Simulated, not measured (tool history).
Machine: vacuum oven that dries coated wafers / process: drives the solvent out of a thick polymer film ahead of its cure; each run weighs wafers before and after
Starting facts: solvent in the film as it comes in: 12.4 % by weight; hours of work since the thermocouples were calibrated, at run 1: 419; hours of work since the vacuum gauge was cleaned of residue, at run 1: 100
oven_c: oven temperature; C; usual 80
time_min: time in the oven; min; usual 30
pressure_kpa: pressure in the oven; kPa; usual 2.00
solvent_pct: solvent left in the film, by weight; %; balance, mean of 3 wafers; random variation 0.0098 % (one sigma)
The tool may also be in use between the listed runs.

run,hour,oven_c,time_min,pressure_kpa,hours of work since the thermocouples were calibrated,hours of work since the vacuum gauge was cleaned of residue,solvent_pct
1,0.0,80,30,2.00,419,100,3.239
2,63.5,80,30,2.05,460,141,3.246
3,111.2,80,30,2.05,491,172,3.244
4,139.9,80,30,2.00,510,190,3.227
5,210.1,68,30,2.00,555,236,6.381
# hour 216.1: oven's thermocouples calibrated
6,257.0,80,29,2.00,26,265,3.254
7,305.4,68,46,1.35,58,296,4.680
8,355.6,68,46,1.35,90,329,4.689
9,410.9,68,17,2.13,126,364,7.821
10,456.3,80,30,2.04,155,394,3.133
11,496.4,80,30,2.04,181,420,3.113
# hour 511.6: oven's thermocouples calibrated, once more
12,553.3,80,48,2.00,27,455,1.965

Forecast each of these 4 alternatives for the next run:
A,617.9,69,48,2.00,69,497,?
B,617.9,80,48,3.09,69,497,?
C,617.9,92,40,2.41,69,497,?
D,617.9,71,48,2.00,69,497,?

run,solvent_pct
A,4.787
B,2.271
C,0.741
D,4.197
Take away the tool's hidden state, keep each run's random variation, and the runs would have read:
run,solvent_pct
A,4.711
B,2.209
C,0.705
D,4.122
